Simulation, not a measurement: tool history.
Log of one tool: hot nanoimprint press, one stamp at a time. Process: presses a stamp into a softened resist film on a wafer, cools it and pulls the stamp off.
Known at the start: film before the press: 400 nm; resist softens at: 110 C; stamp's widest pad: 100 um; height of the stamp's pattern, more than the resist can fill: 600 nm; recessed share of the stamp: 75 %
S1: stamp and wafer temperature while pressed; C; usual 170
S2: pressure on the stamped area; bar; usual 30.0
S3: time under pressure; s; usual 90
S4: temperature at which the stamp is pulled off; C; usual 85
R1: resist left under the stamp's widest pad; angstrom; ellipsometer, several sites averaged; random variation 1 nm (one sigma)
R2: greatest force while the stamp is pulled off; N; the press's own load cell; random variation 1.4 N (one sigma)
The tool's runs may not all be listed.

| run | hour | S1 | S2 | S3 | S4 | R1 | R2 |
|---|---|---|---|---|---|---|---|
| 1 | 0.0 | 170 | 30.0 | 90 | 85 | 1562 | 119 |
| 2 | 15.1 | 170 | 30.0 | 68 | 85 | 1750 | 124 |
| 3 | 25.5 | 170 | 33.1 | 90 | 85 | 1502 | 123 |
| 4 | 36.3 | 170 | 33.1 | 90 | 85 | 1498 | 122 |
| 5 | 51.2 | 170 | 30.0 | 55 | 85 | 1862 | 129 |
| 6 | 63.4 | 170 | 30.0 | 55 | 85 | 1900 | 129 |
| 7 | 69.6 | 171 | 30.0 | 90 | 85 | 1497 | 127 |
| 8 | 84.1 | 170 | 22.4 | 90 | 85 | 1799 | 129 |
| 9 | 102.4 | 170 | 30.0 | 90 | 85 | 1578 | 108 |
| 10 | 111.9 | 170 | 30.0 | 90 | 85 | 1580 | 112 |
| 11 | 124.2 | 170 | 30.0 | 90 | 85 | 1595 | 114 |
| 12 | 132.3 | 170 | 30.0 | 90 | 85 | 1580 | 113 |
| 13 | 140.9 | 170 | 30.0 | 90 | 85 | 1586 | 115 |
| 14 | 150.0 | 170 | 30.0 | 90 | 85 | 1587 | 115 |
| 15 | 163.9 | 170 | 30.0 | 90 | 85 | 1604 | 117 |
| 16 | 178.1 | 170 | 30.0 | 90 | 85 | 1603 | 119 |
| 17 | 184.2 | 170 | 30.0 | 90 | 85 | 1598 | 114 |
| 18 | 198.1 | 174 | 30.1 | 100 | 74 | 1225 | 125 |
| 19 | 211.8 | 174 | 30.1 | 100 | 74 | 1216 | 128 |
| 20 | 223.4 | 170 | 35.2 | 90 | 80 | 1508 | 126 |
| 21 | 233.7 | 170 | 35.2 | 90 | 80 | 1487 | 126 |
| 22 | 246.1 | 170 | 35.2 | 90 | 80 | 1508 | 128 |
| 23 | 257.2 | 158 | 35.2 | 108 | 80 | 2710 | 131 |
| 24 | 265.6 | 170 | 21.4 | 145 | 85 | 1564 | 126 |
| 25 | 276.1 | 180 | 30.0 | 54 | 73 | 1161 | 137 |
| 26 | 287.1 | 169 | 30.0 | 97 | 83 | 1670 | 127 |
| 27 | 306.6 | 167 | 37.5 | 164 | 83 | 1366 | 112 |
| 28 | 319.4 | 167 | 37.5 | 164 | 83 | 1365 | 113 |
| 29 | 334.3 | 170 | 30.0 | 113 | 85 | 1485 | 111 |
| 30 | 346.8 | 170 | 31.1 | 113 | 85 | 1465 | 114 |

Not shown: 2 entries that the log had between the listed runs. Between which runs, and how does the tool's hidden state differ before and after?
Between runs 8 and 9: stamp cleaned and given a new release coat (hour 94.0)
  true temperature over the reading, C: -0.69 -> -0.71; pressure that arrives at the usual setting, %: 97.74 -> 97.7; grip of the stamp's worn release coat, % over a new coat's: 17.2 -> 0.7
  measured less the result without the state, R1: +79 -> +78 angstrom; R2: +20 -> +1 N
Between runs 26 and 27: stamp cleaned and given a new release coat (hour 306.6)
  true temperature over the reading, C: -1.06 -> -1.08; pressure that arrives at the usual setting, %: 96.95 -> 96.9; grip of the stamp's worn release coat, % over a new coat's: 16.4 -> 0
  measured less the result without the state, R1: +121 -> +114 angstrom; R2: +19 -> +0 N

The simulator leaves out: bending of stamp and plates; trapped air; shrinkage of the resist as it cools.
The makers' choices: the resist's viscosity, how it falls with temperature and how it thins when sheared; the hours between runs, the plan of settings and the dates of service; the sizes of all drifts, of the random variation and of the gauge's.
